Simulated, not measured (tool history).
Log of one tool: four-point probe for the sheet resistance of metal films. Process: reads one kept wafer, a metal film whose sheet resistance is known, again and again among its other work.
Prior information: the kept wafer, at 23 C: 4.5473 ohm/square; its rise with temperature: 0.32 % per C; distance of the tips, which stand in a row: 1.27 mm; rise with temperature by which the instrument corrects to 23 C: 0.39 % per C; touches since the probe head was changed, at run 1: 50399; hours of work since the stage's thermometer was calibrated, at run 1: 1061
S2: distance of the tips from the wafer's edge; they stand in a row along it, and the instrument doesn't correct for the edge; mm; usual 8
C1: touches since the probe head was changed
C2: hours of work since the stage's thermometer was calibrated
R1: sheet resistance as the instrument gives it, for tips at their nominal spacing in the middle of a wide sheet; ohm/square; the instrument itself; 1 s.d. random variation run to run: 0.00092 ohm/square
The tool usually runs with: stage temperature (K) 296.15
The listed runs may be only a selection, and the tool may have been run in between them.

Run 1, day 0: usual settings; C1 50399; C2 1061. Result: R1 4.578289 ohm/square.
Run 2, day 2.175: usual settings; C1 52064; C2 1085. Result: R1 4.578445 ohm/square.
Run 3, day 4.333: usual settings but stage temperature (K) 299.15; C1 53713; C2 1110. Result: R1 4.568194 ohm/square.
Run 4, day 6.683: usual settings but stage temperature (K) 292.15; C1 55514; C2 1136. Result: R1 4.588481 ohm/square.
Run 5, day 8.933: usual settings; C1 57236; C2 1162. Result: R1 4.574771 ohm/square.
Run 6, day 11.254: usual settings; C1 59009; C2 1188. Result: R1 4.573855 ohm/square.
Run 7, day 13.188: usual settings; C1 60489; C2 1210. Result: R1 4.57302 ohm/square.
Run 8, day 14.588: usual settings; C1 61562; C2 1226. Result: R1 4.574071 ohm/square.
Run 9, day 16.329: usual settings but S2 7 mm; C1 62895; C2 1245. Result: R1 4.589009 ohm/square.
Run 10, day 18.292: usual settings but stage temperature (K) 294.15; C1 64394; C2 1268. Result: R1 4.578195 ohm/square.
Run 11, day 20.208: usual settings but stage temperature (K) 294.15; C1 65861; C2 1289. Result: R1 4.578356 ohm/square.
Run 12, day 21.758: usual settings but stage temperature (K) 294.15; C1 67049; C2 1307. Result: R1 4.577225 ohm/square.
Run 13, day 23.912: usual settings but stage temperature (K) 303.15, S2 46 mm; C1 68695; C2 1331. Result: R1 4.489994 ohm/square.
Run 14, day 25.946: usual settings but stage temperature (K) 303.15, S2 12 mm; C1 70252; C2 1354. Result: R1 4.515402 ohm/square.
Run 15, day 27.812: usual settings but stage temperature (K) 303.15, S2 6 mm; C1 71679; C2 1375. Result: R1 4.592844 ohm/square.
Run 16, day 30.158: usual settings but stage temperature (K) 303.15, S2 6 mm; C1 73475; C2 1402. Result: R1 4.592375 ohm/square.
Run 17, day 31.488: usual settings but stage temperature (K) 303.15, S2 6 mm; C1 74493; C2 1417. Result: R1 4.592624 ohm/square.
Run 18, day 33.629: usual settings but stage temperature (K) 295.15, S2 5 mm; C1 76131; C2 1441. Result: R1 4.661026 ohm/square.
Run 19, day 34.704: usual settings but stage temperature (K) 303.15, S2 44 mm; C1 76953; C2 1453. Result: R1 4.487149 ohm/square.
Run 20, day 35.792: usual settings but stage temperature (K) 293.15, S2 3 mm; C1 77784; C2 1466. Result: R1 4.909212 ohm/square.
Run 21, day 37.583: usual settings but stage temperature (K) 300.15, S2 3 mm; C1 79157; C2 1486. Result: R1 4.88702 ohm/square.
Run 22, day 39.367: usual settings but S2 3 mm; C1 80521; C2 1506. Result: R1 4.897379 ohm/square.
At day 39.608: new probe head fitted.
Run 23, day 41.062: usual settings but stage temperature (K) 305.15, S2 3 mm; C1 1113; C2 1525. Result: R1 4.916696 ohm/square.
Run 24, day 42.033: usual settings but stage temperature (K) 304.15; C1 1858; C2 1536. Result: R1 4.585865 ohm/square.

5 options for the next run, each taken on its own from the tool as it stands now. Forecast them:
Run A, day 43.633: usual settings but stage temperature (K) 293.15; C1 3081; C2 1554. Result: R1 ?.
Run B, day 43.633: usual settings; C1 3081; C2 1554. Result: R1 ?.
Run C, day 43.633: usual settings but stage temperature (K) 301.15, S2 57 mm; C1 3081; C2 1554. Result: R1 ?.
Run D, day 43.633: usual settings but stage temperature (K) 297.15, S2 24 mm; C1 3081; C2 1554. Result: R1 ?.
Run E, day 43.633: usual settings but stage temperature (K) 294.15, S2 33 mm; C1 3081; C2 1554. Result: R1 ?.

run        R1
  A   4.61894
  B  4.607681
  C  4.533237
  D  4.552793
  E  4.557833
Take away the tool's hidden state, keep each run's random variation, and the runs would have read:
run        R1
  A  4.617992
  B  4.606804
  C   4.53249
  D  4.551954
  E  4.556927
